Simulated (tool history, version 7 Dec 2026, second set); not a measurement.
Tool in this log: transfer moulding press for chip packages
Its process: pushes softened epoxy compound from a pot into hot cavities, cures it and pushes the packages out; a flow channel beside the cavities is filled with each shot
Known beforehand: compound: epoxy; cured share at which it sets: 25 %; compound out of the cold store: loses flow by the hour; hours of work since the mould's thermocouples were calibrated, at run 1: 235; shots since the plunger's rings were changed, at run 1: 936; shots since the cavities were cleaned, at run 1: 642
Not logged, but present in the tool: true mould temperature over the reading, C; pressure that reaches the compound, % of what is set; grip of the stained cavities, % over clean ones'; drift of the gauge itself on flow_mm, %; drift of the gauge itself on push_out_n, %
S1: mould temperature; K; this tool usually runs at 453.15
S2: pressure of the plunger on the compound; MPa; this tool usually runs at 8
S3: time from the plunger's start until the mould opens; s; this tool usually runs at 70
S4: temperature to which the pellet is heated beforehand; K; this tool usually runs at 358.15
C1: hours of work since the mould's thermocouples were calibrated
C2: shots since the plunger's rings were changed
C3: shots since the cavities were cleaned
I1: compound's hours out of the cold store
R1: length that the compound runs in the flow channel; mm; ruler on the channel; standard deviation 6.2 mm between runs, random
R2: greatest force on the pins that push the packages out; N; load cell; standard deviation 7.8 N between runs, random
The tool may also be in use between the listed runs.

run	hour	S1	S2	S3	S4	C1	C2	C3	I1	R1	R2
1	0	453.15	8	70	358.15	235	936	642	36.7	735	609
# hour 34.8: cavities cleaned with cleaning compound and waxed
2	48.2	453.15	8	70	358.15	272	1827	257	44.9	697	492
3	96.2	453.15	8.11	70	358.15	310	2740	1170	26.2	747	766
# hour 104.1: cavities cleaned with cleaning compound and waxed
4	141.1	453.15	8	70	358.15	345	3568	705	15.1	771	677
# hour 172: cavities cleaned with cleaning compound and waxed
# hour 199.8: plunger's sealing rings changed
5	233.3	453.15	8	70	358.15	415	639	1120	16.2	818	764
# hour 243.6: cavities cleaned with cleaning compound and waxed
# hour 307.1: cavities cleaned with cleaning compound and waxed
6	329.9	453.15	8	70	358.15	489	2421	434	21.9	757	618
# hour 370.9: cavities cleaned with cleaning compound and waxed
7	423.3	453.15	6.63	70	358.15	562	4173	998	8.2	730	789
# hour 437.7: cavities cleaned with cleaning compound and waxed
# hour 452.7: plunger's sealing rings changed
8	470.9	453.15	8	108	358.15	597	347	585	11.3	828	368
# hour 505.3: cavities cleaned with cleaning compound and waxed
9	556.4	453.15	6.08	108	358.15	663	1949	975	22.4	673	420
# hour 571.1: cavities cleaned with cleaning compound and waxed
# hour 634.9: cavities cleaned with cleaning compound and waxed
10	645.8	453.15	6.08	108	358.15	732	3595	208	30.8	626	271
# hour 704.4: plunger's sealing rings changed
# hour 705.9: cavities cleaned with cleaning compound and waxed
11	726.7	453.15	6.08	108	358.15	793	396	396	15.8	705	341
# hour 769.5: mould's thermocouples calibrated
# hour 777.8: cavities cleaned with cleaning compound and waxed
12	794.9	453.15	6.08	108	358.15	19	1628	326	11.7	709	331
# hour 844.4: cavities cleaned with cleaning compound and waxed
13	886.1	455.15	8	88	358.15	90	3338	794	30.7	714	441
# hour 909.4: cavities cleaned with cleaning compound and waxed
# hour 953: plunger's sealing rings changed
# hour 975.2: cavities cleaned with cleaning compound and waxed
14	981.8	452.15	6.73	78	362.15	162	520	127	47.4	648	346
15	1024.4	453.15	8	87	358.15	196	1332	939	32.6	745	454
# hour 1038.6: cavities cleaned with cleaning compound and waxed
16	1083.4	451.15	6.2	55	357.15	241	2427	853	27.6	658	1505

Here are 5 independent what-if runs from the current tool condition. What would each one return?
# hour 1103.6: cavities cleaned with cleaning compound and waxed
A	1159	451.15	6.2	87	357.15	300	3840	1057	34.1	?	?
# hour 1103.6: cavities cleaned with cleaning compound and waxed
B	1159	449.15	8	56	358.15	300	3840	1057	15.1	?	?
# hour 1103.6: cavities cleaned with cleaning compound and waxed
C	1159	456.15	8	70	358.15	300	3840	1057	25	?	?
# hour 1103.6: cavities cleaned with cleaning compound and waxed
D	1159	451.15	9.18	55	357.15	300	3840	1057	11.4	?	?
# hour 1103.6: cavities cleaned with cleaning compound and waxed
E	1159	452.15	6.2	73	357.15	300	3840	1057	47.6	?	?

run	R1	R2
A	619	535
B	768	1704
C	725	626
D	849	1616
E	583	666
With no hidden state in the tool, these same runs would have given:
run	R1	R2
A	663	254
B	823	818
C	776	302
D	909	776
E	625	325
